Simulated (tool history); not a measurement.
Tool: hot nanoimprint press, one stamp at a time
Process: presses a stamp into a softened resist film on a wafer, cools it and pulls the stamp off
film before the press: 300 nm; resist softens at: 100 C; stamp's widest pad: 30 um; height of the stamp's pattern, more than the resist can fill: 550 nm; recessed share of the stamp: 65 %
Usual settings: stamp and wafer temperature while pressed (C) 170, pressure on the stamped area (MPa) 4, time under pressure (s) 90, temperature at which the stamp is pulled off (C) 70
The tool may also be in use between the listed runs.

run   hour  stamp and wafer temperature while pressed (C)  pressure on the stamped area (MPa)  time under pressure (s)  temperature at which the stamp is pulled off (C)  resist left under the stamp's widest pad (angstrom)  greatest force while the stamp is pulled off (N)
  1      0                                            170                                   4                       90                                                70                                                 1348                                               120
  2   12.4                                            170                                   4                       90                                                70                                                 1353                                               123
  3     24                                            170                                   4                       90                                                70                                                 1352                                               124
  4   39.5                                            170                                   4                       90                                                70                                                 1348                                               121
  5   50.4                                            170                                   4                       79                                                70                                                 1411                                               125
  6   66.8                                            170                                   4                       90                                                70                                                 1341                                               123
  7   84.6                                            170                                   4                       90                                                70                                                 1342                                               125
  8  102.6                                            170                                5.76                       90                                                70                                                 1103                                               129
  9  120.5                                            170                                   4                       90                                                70                                                 1338                                               128
 10  131.1                                            170                                   4                       90                                                70                                                 1343                                               131
     142.8  -- plate thermocouple calibrated
 11  144.4                                            170                                3.61                       75                                                70                                                 1497                                               128
 12  164.5                                            181                                   4                       90                                                62                                                  865                                               146
 13  173.8                                            181                                   4                       90                                                73                                                  860                                               124
 14  186.3                                            170                                2.83                      105                                                70                                                 1500                                               134
     202.5  -- plate thermocouple calibrated, once more
 15  204.2                                            170                                2.83                      105                                                70                                                 1531                                               135
 16  214.3                                            170                                   4                       55                                                70                                                 1610                                               138
 17    223                                            170                                   4                       55                                                70                                                 1588                                               137
 18  231.2                                            170                                   4                       55                                                61                                                 1602                                               156
 19  246.6                                            170                                   4                      179                                                70                                                 1054                                               136
 20  261.1                                            171                                   4                      171                                                70                                                 1027                                               139

Measured less the same run without the tool's hidden state. The same run-to-run variation is in both; the gauge's scatter may not be:
The hidden state here: true temperature over the reading, C; pressure that arrives at the usual setting, %; grip of the stamp's worn release coat, % over a new coat's; drift of the gauge itself on residual_nm, %; drift of the gauge itself on pull_off_n, %.
run  resist left under the stamp's widest pad (angstrom)  greatest force while the stamp is pulled off (N)
  1                                                   -2                                                +0
  2                                                   -3                                                +1
  3                                                   -3                                                +2
  4                                                   -3                                                +2
  5                                                   -5                                                +3
  6                                                   -6                                                +4
  7                                                   -6                                                +6
  8                                                   -3                                                +7
  9                                                   -8                                                +8
 10                                                   -9                                                +9
 11                                                  -20                                                +9
 12                                                  -10                                               +12
 13                                                  -11                                               +11
 14                                                  -24                                               +12
 15                                                   +0                                               +14
 16                                                   +4                                               +15
 17                                                   +3                                               +16
 18                                                   +2                                               +18
 19                                                   +1                                               +17
 20                                                   +1                                               +18
